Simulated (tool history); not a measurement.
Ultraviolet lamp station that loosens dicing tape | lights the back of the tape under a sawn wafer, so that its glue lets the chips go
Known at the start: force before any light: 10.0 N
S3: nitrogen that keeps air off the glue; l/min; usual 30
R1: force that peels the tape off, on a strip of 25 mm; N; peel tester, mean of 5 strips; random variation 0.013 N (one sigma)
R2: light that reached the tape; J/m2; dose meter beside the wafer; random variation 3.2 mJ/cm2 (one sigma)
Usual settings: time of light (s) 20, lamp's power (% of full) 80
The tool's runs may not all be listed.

{"run": 1, "hour": 0.0, "time of light (s)": 20, "lamp's power (% of full)": 80, "S3": 30, "R1": 0.608, "R2": 4960}
{"run": 2, "hour": 54.4, "time of light (s)": 20, "lamp's power (% of full)": 80, "S3": 30, "R1": 0.64, "R2": 4940}
{"run": 3, "hour": 111.2, "time of light (s)": 20, "lamp's power (% of full)": 80, "S3": 14, "R1": 1.07, "R2": 4940}
{"run": 4, "hour": 201.4, "time of light (s)": 20, "lamp's power (% of full)": 80, "S3": 14, "R1": 1.099, "R2": 4970}
{"run": 5, "hour": 240.8, "time of light (s)": 20, "lamp's power (% of full)": 80, "S3": 30, "R1": 0.627, "R2": 4960}
{"run": 6, "hour": 318.4, "time of light (s)": 20, "lamp's power (% of full)": 80, "S3": 45, "R1": 0.484, "R2": 4950}
{"run": 7, "hour": 390.8, "time of light (s)": 20, "lamp's power (% of full)": 80, "S3": 45, "R1": 0.462, "R2": 4950}
{"run": 8, "hour": 438.4, "time of light (s)": 20, "lamp's power (% of full)": 80, "S3": 45, "R1": 0.463, "R2": 4940}
{"run": 9, "hour": 491.5, "time of light (s)": 20, "lamp's power (% of full)": 80, "S3": 45, "R1": 0.453, "R2": 4880}
{"hour": 536.1, "done": "window cleaned of glue's vapour"}
{"run": 10, "hour": 536.1, "time of light (s)": 20, "lamp's power (% of full)": 80, "S3": 45, "R1": 0.464, "R2": 4900}
{"run": 11, "hour": 593.1, "time of light (s)": 20, "lamp's power (% of full)": 80, "S3": 45, "R1": 0.479, "R2": 4980}
{"run": 12, "hour": 669.8, "time of light (s)": 20, "lamp's power (% of full)": 80, "S3": 45, "R1": 0.479, "R2": 4970}
{"run": 13, "hour": 736.8, "time of light (s)": 14, "lamp's power (% of full)": 80, "S3": 30, "R1": 1.312, "R2": 3480}
{"run": 14, "hour": 789.4, "time of light (s)": 14, "lamp's power (% of full)": 80, "S3": 30, "R1": 1.304, "R2": 3410}
{"run": 15, "hour": 865.7, "time of light (s)": 14, "lamp's power (% of full)": 80, "S3": 30, "R1": 1.3, "R2": 3440}
{"run": 16, "hour": 941.2, "time of light (s)": 20, "lamp's power (% of full)": 80, "S3": 22, "R1": 0.779, "R2": 5010}
{"run": 17, "hour": 1001.5, "time of light (s)": 20, "lamp's power (% of full)": 80, "S3": 22, "R1": 0.777, "R2": 5000}
{"run": 18, "hour": 1089.1, "time of light (s)": 20, "lamp's power (% of full)": 80, "S3": 22, "R1": 0.817, "R2": 5000}
{"run": 19, "hour": 1180.7, "time of light (s)": 20, "lamp's power (% of full)": 80, "S3": 22, "R1": 0.782, "R2": 4990}
{"run": 20, "hour": 1220.0, "time of light (s)": 20, "lamp's power (% of full)": 80, "S3": 30, "R1": 0.602, "R2": 5000}
{"run": 21, "hour": 1312.0, "time of light (s)": 20, "lamp's power (% of full)": 80, "S3": 30, "R1": 0.629, "R2": 5010}
{"run": 22, "hour": 1376.4, "time of light (s)": 20, "lamp's power (% of full)": 61, "S3": 30, "R1": 1.142, "R2": 3700}
{"run": 23, "hour": 1433.0, "time of light (s)": 20, "lamp's power (% of full)": 75, "S3": 22, "R1": 0.944, "R2": 4640}
{"run": 24, "hour": 1484.2, "time of light (s)": 20, "lamp's power (% of full)": 75, "S3": 22, "R1": 0.931, "R2": 4610}
{"run": 25, "hour": 1527.0, "time of light (s)": 20, "lamp's power (% of full)": 75, "S3": 22, "R1": 0.935, "R2": 4680}
{"run": 26, "hour": 1607.0, "time of light (s)": 39, "lamp's power (% of full)": 72, "S3": 48, "R1": 0.106, "R2": 8680}
{"run": 27, "hour": 1685.2, "time of light (s)": 13, "lamp's power (% of full)": 80, "S3": 17, "R1": 2.109, "R2": 3250}
{"run": 28, "hour": 1752.0, "time of light (s)": 18, "lamp's power (% of full)": 74, "S3": 17, "R1": 1.428, "R2": 4100}
{"run": 29, "hour": 1840.8, "time of light (s)": 14, "lamp's power (% of full)": 87, "S3": 23, "R1": 1.31, "R2": 3720}
{"run": 30, "hour": 1921.7, "time of light (s)": 25, "lamp's power (% of full)": 93, "S3": 12, "R1": 0.509, "R2": 7150}
{"run": 31, "hour": 1982.5, "time of light (s)": 25, "lamp's power (% of full)": 93, "S3": 12, "R1": 0.53, "R2": 7190}
{"run": 32, "hour": 2070.0, "time of light (s)": 25, "lamp's power (% of full)": 93, "S3": 12, "R1": 0.504, "R2": 7230}
{"hour": 2075.3, "done": "window cleaned of glue's vapour"}
{"run": 33, "hour": 2108.6, "time of light (s)": 25, "lamp's power (% of full)": 93, "S3": 12, "R1": 0.515, "R2": 7190}

The next listed run, before its measurement:
{"run": 34, "hour": 2174.3, "time of light (s)": 25, "lamp's power (% of full)": 93, "S3": 12, "R1": "?", "R2": "?"}

R1: 0.513 N
R2: 7160 J/m2
Without the tool's hidden state the same run would have given R1 0.51 N, R2 7180 J/m2.
